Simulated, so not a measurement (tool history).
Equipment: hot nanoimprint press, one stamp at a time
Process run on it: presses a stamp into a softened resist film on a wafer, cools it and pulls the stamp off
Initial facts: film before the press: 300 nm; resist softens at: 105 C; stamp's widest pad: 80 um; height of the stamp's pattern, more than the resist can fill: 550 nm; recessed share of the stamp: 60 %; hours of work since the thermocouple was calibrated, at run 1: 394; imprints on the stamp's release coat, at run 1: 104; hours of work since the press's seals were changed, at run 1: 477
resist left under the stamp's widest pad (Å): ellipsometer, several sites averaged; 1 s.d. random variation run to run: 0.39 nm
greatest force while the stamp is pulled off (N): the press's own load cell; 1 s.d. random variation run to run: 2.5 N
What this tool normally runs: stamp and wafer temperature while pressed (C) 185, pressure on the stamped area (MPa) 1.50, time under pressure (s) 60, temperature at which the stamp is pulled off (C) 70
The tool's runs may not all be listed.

run	day	stamp and wafer temperature while pressed (C)	pressure on the stamped area (MPa)	time under pressure (s)	temperature at which the stamp is pulled off (C)	hours of work since the thermocouple was calibrated	imprints on the stamp's release coat	hours of work since the press's seals were changed	resist left under the stamp's widest pad (Å)	greatest force while the stamp is pulled off (N)
1	0.000	185	1.50	60	70	394	104	477	1334	117
2	1.108	185	2.17	60	70	408	220	492	1103	117
3	1.971	185	1.50	60	70	420	310	503	1335	115
4	2.504	185	1.50	60	70	427	366	510	1331	117
# day 3.396: plate thermocouple calibrated
5	3.750	185	1.50	60	70	5	483	525	1318	120
6	4.733	185	1.50	60	70	17	586	538	1316	122
7	5.454	185	1.50	60	70	27	661	547	1320	124
8	6.058	185	1.50	60	70	35	724	555	1318	124
9	7.175	185	1.50	60	70	49	841	570	1311	124
10	8.088	185	1.50	60	70	61	936	582	1310	122
11	8.850	185	1.50	60	70	71	1016	592	1304	122
# day 9.371: plate thermocouple calibrated, once more
12	10.075	179	1.50	60	70	9	1131	606	1619	136
13	10.779	179	1.50	60	70	18	1204	615	1625	140
14	11.662	179	1.50	68	70	30	1297	627	1558	139
15	12.246	179	1.50	68	70	38	1358	635	1556	146
16	13.196	174	1.84	98	63	50	1457	647	1429	153
17	13.708	185	2.25	60	70	57	1510	654	1137	138
18	14.746	185	2.25	60	70	70	1619	667	1133	145
19	15.771	180	1.05	60	70	84	1725	681	1833	146
20	16.246	173	1.50	60	71	90	1775	687	1867	147
21	17.204	196	1.50	46	71	103	1875	699	1180	145
22	17.721	196	1.50	46	71	109	1929	706	1182	144
23	18.188	196	1.50	46	71	115	1978	712	1183	151
24	19.108	196	1.50	46	71	128	2074	724	1180	155
25	20.100	196	1.50	46	71	140	2178	737	1181	153
26	21.042	173	1.50	46	70	153	2276	750	1999	154
27	21.992	173	1.50	46	70	165	2375	762	1980	162
# day 22.892: stamp cleaned and given a new release coat
28	23.083	173	1.50	46	70	176	20	773	1987	111
29	23.679	173	1.50	46	70	184	82	781	1984	114
# day 24.212: press's hydraulic seals changed and the load cell set to zero
30	24.517	186	2.01	32	76	191	135	4	1417	105

Hidden state or all else? Some run-to-run changes of resist left under the stamp's widest pad (Å), split into what the settings, what came in and random variation would give without the hidden state, and what is left for the hidden state (with any gauge scatter that isn't in both results):
The hidden state here: true temperature over the reading, C; pressure that arrives at the usual setting, %; grip of the stamp's worn release coat, % over a new coat's; drift of the gauge itself on residual_nm, %; drift of the gauge itself on pull_off_n, %.
Run 4 -> 5: plate thermocouple calibrated. resist left under the stamp's widest pad (Å) -13: hidden state -15, all else +2.
Run 11 -> 12: stamp and wafer temperature while pressed (C) 185 -> 179, plate thermocouple calibrated, once more. resist left under the stamp's widest pad (Å) +315: hidden state +88, all else +227.
Run 18 -> 19: stamp and wafer temperature while pressed (C) 185 -> 180, pressure on the stamped area (MPa) 2.25 -> 1.05. resist left under the stamp's widest pad (Å) +700: hidden state -15, all else +715.
Run 20 -> 21: stamp and wafer temperature while pressed (C) 173 -> 196, time under pressure (s) 60 -> 46. resist left under the stamp's widest pad (Å) -687: hidden state +2, all else -689.
Run 25 -> 26: stamp and wafer temperature while pressed (C) 196 -> 173, temperature at which the stamp is pulled off (C) 71 -> 70. resist left under the stamp's widest pad (Å) +818: hidden state -8, all else +826.

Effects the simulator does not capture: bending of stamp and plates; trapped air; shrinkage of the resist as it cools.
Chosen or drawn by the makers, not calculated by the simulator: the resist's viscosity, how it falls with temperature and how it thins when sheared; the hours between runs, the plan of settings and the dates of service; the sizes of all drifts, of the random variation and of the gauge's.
